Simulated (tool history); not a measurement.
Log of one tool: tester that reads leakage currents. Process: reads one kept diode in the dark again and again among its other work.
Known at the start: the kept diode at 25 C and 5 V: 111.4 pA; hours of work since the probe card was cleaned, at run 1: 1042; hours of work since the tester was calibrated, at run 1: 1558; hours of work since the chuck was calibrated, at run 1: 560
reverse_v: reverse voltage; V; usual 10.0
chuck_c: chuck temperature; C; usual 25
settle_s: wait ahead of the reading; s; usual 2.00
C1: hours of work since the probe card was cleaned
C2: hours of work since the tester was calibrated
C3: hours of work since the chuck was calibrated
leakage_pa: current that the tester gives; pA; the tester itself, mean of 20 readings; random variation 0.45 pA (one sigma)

Run 1, hour 0.0: usual settings; C1 1042; C2 1558; C3 560. Result: leakage_pa 151.20 pA.
Run 2, hour 35.6: usual settings but reverse_v 5.3 V; C1 1062; C2 1578; C3 580. Result: leakage_pa 112.10 pA.
Run 3, hour 82.4: usual settings but reverse_v 5.3 V; C1 1089; C2 1605; C3 607. Result: leakage_pa 111.51 pA.
Run 4, hour 111.2: usual settings but reverse_v 5.3 V, chuck_c 35 C; C1 1105; C2 1621; C3 624. Result: leakage_pa 232.17 pA.
Run 5, hour 167.4: usual settings; C1 1138; C2 1654; C3 656. Result: leakage_pa 149.70 pA.
Run 6, hour 207.7: usual settings; C1 1161; C2 1677; C3 679. Result: leakage_pa 149.63 pA.
Run 7, hour 246.8: usual settings but chuck_c 32 C; C1 1183; C2 1699; C3 701. Result: leakage_pa 249.41 pA.
Run 8, hour 302.1: usual settings but reverse_v 4.8 V, chuck_c 56 C, settle_s 1.82 s; C1 1215; C2 1731; C3 733. Result: leakage_pa 916.71 pA.
At hour 308.7: chuck's temperature calibrated.
Run 9, hour 346.6: usual settings but reverse_v 4.8 V, chuck_c 33 C, settle_s 3.53 s; C1 1239; C2 1755; C3 22. Result: leakage_pa 183.89 pA.
Run 10, hour 378.9: usual settings but chuck_c 51 C, settle_s 5.48 s; C1 1257; C2 1773; C3 40. Result: leakage_pa 891.80 pA.
Run 11, hour 417.0: usual settings but chuck_c 36 C, settle_s 5.48 s; C1 1279; C2 1795; C3 62. Result: leakage_pa 316.48 pA.

Forecast each of these 4 alternatives for the next run:
Run A, hour 443.2: usual settings but reverse_v 17.2 V, chuck_c 20 C, settle_s 2.41 s; C1 1294; C2 1810; C3 77. Result: leakage_pa ?.
Run B, hour 443.2: usual settings but reverse_v 9.1 V, chuck_c 20 C, settle_s 0.38 s; C1 1294; C2 1810; C3 77. Result: leakage_pa ?.
Run C, hour 443.2: usual settings but chuck_c 43 C, settle_s 4.60 s; C1 1294; C2 1810; C3 77. Result: leakage_pa ?.
Run D, hour 443.2: usual settings but reverse_v 6.1 V, chuck_c 33 C, settle_s 5.48 s; C1 1294; C2 1810; C3 77. Result: leakage_pa ?.

run  leakage_pa
  A      128.05
  B      101.92
  C      516.36
  D      203.13
Without the tool's hidden state the same runs would have given:
run  leakage_pa
  A      133.62
  B      107.96
  C      563.36
  D      222.07
